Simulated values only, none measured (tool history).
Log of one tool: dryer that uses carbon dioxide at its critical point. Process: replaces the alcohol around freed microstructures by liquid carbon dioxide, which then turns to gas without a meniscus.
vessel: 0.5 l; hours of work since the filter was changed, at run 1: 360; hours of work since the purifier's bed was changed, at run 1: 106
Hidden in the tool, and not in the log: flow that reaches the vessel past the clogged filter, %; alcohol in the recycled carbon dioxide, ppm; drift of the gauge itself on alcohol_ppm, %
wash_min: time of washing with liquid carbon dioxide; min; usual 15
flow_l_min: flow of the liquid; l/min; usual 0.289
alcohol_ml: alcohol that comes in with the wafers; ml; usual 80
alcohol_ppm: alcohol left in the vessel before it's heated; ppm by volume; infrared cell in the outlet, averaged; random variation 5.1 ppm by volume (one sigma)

run   hour  wash_min  flow_l_min  alcohol_ml  hours of work since the filter was changed  hours of work since the purifier's bed was changed  alcohol_ppm
  1      0        15       0.289          80                                         360                                                 106          114
  2     12        15       0.289          80                                         364                                                 110          111
  3   21.5        15       0.289          87                                         367                                                 113          119
  4   28.7        15       0.289          87                                         369                                                 115          120
  5   36.1        15       0.289          87                                         372                                                 118          108
  6   41.3        15       0.289          87                                         373                                                 119          132
  7   50.3        15       0.289          87                                         376                                                 122          123
  8   57.3        15       0.289          80                                         379                                                 125          120
  9   69.4        15       0.289          80                                         383                                                 129          109
 10   76.4        15       0.316          80                                         385                                                 131           71
 11   82.4        15       0.316          80                                         387                                                 133           83
 12   94.6        15       0.298          80                                         391                                                 137          103
 13  101.3        15       0.298          80                                         393                                                 139          114
 14  111.1        15       0.298          80                                         396                                                 142          107
 15  117.7        15       0.298          80                                         399                                                 145          109
 16  124.1        16       0.298          80                                         401                                                 147           74
 17  130.8        16       0.298          80                                         403                                                 149           75
 18  137.5        15       0.289          80                                         405                                                 151          124
 19  149.7        15       0.289          80                                         409                                                 155          132
 20  158.5        14       0.345          94                                         412                                                 158           78
     168.1  -- inlet filter changed
 21  169.7        14       0.345          94                                           1                                                 162           53
 22  179.3        16       0.207          41                                           4                                                 165          206
 23  187.5        11       0.361          80                                           6                                                 167          127
 24  198.3        15       0.333          81                                          10                                                 171           51
 25  210.3        15       0.333          81                                          14                                                 175           53
 26  221.6        15       0.404          35                                          18                                                 179           38
 27    228        23       0.399          37                                          20                                                 181           32
 28  233.6        20       0.195          51                                          22                                                 183          112
 29  241.9        20       0.195          51                                          24                                                 185          112
 30  252.7        17        0.43          62                                          28                                                 189           39
 31  259.3        23       0.211          80                                          30                                                 191           60
 32  265.4        12       0.174          31                                          32                                                 193         1354
 33  271.2        12       0.174          31                                          34                                                 195         1343
 34  279.2        12       0.174          34                                          37                                                 198         1477
 35    289        12       0.299          58                                          40                                                 201          180

How the hidden state differs across the entries between the runs, from the last listed run before each to the first after it:
Between runs 20 and 21: inlet filter changed (hour 168.1)
  flow that reaches the vessel past the clogged filter, %: 91.9 -> 99.9; alcohol in the recycled carbon dioxide, ppm: 34.8 -> 35.5
  measured less the result without the state, alcohol_ppm: +52 -> +30 ppm by volume
